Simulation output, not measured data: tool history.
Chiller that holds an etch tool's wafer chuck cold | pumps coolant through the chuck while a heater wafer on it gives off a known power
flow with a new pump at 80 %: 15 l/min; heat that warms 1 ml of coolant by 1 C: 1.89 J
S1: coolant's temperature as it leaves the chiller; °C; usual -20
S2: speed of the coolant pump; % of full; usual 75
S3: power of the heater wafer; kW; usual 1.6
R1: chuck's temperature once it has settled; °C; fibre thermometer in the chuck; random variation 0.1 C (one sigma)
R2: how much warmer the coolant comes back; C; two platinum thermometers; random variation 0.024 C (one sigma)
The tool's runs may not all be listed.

{"run": 1, "hour": 0.0, "S1": -20, "S2": 75, "S3": 1.6, "R1": -1.9, "R2": 3.67}
{"run": 2, "hour": 31.3, "S1": -20, "S2": 75, "S3": 1.6, "R1": -1.8, "R2": 3.67}
{"run": 3, "hour": 59.6, "S1": -20, "S2": 75, "S3": 1.6, "R1": -1.9, "R2": 3.68}
{"run": 4, "hour": 91.0, "S1": -20, "S2": 75, "S3": 1.6, "R1": -1.8, "R2": 3.67}
{"run": 5, "hour": 124.6, "S1": -20, "S2": 75, "S3": 1.6, "R1": -1.8, "R2": 3.68}
{"run": 6, "hour": 158.9, "S1": -20, "S2": 75, "S3": 1.6, "R1": -1.6, "R2": 3.65}
{"run": 7, "hour": 193.6, "S1": -20, "S2": 75, "S3": 1.6, "R1": -1.7, "R2": 3.7}
{"run": 8, "hour": 234.5, "S1": -20, "S2": 75, "S3": 1.6, "R1": -1.7, "R2": 3.66}
{"run": 9, "hour": 262.2, "S1": -20, "S2": 75, "S3": 1.6, "R1": -1.4, "R2": 3.7}
{"run": 10, "hour": 283.0, "S1": -20, "S2": 75, "S3": 1.6, "R1": -1.5, "R2": 3.71}
{"run": 11, "hour": 314.9, "S1": -20, "S2": 75, "S3": 1.6, "R1": -1.5, "R2": 3.68}
{"run": 12, "hour": 337.1, "S1": -14, "S2": 93, "S3": 1.327, "R1": -0.1, "R2": 2.49}
{"run": 13, "hour": 367.5, "S1": -14, "S2": 93, "S3": 1.327, "R1": -0.1, "R2": 2.42}
{"run": 14, "hour": 397.3, "S1": -21, "S2": 95, "S3": 0.801, "R1": -12.6, "R2": 1.42}
{"run": 15, "hour": 432.5, "S1": -29, "S2": 90, "S3": 0.943, "R1": -18.8, "R2": 1.82}

5 ways to go on from here, each from the tool as it stands after run 15. What would each give?
{"run": "A", "hour": 458.1, "S1": -26, "S2": 63, "S3": 1.446, "R1": "?", "R2": "?"}
{"run": "B", "hour": 458.1, "S1": -29, "S2": 98, "S3": 1.057, "R1": "?", "R2": "?"}
{"run": "C", "hour": 458.1, "S1": -13, "S2": 96, "S3": 1.024, "R1": "?", "R2": "?"}
{"run": "D", "hour": 458.1, "S1": -29, "S2": 63, "S3": 0.943, "R1": "?", "R2": "?"}
{"run": "E", "hour": 458.1, "S1": -20, "S2": 75, "S3": 1.045, "R1": "?", "R2": "?"}

run=A R1=-7.4 R2=4.03
run=B R1=-18.1 R2=1.82
run=C R1=-2.2 R2=1.77
run=D R1=-16.8 R2=2.66
run=E R1=-7.7 R2=2.37
Without the tool's hidden state the same runs would have given:
run=A R1=-9.9 R2=3.96
run=B R1=-19.8 R2=1.79
run=C R1=-3.9 R2=1.75
run=D R1=-18.6 R2=2.62
run=E R1=-9.5 R2=2.33

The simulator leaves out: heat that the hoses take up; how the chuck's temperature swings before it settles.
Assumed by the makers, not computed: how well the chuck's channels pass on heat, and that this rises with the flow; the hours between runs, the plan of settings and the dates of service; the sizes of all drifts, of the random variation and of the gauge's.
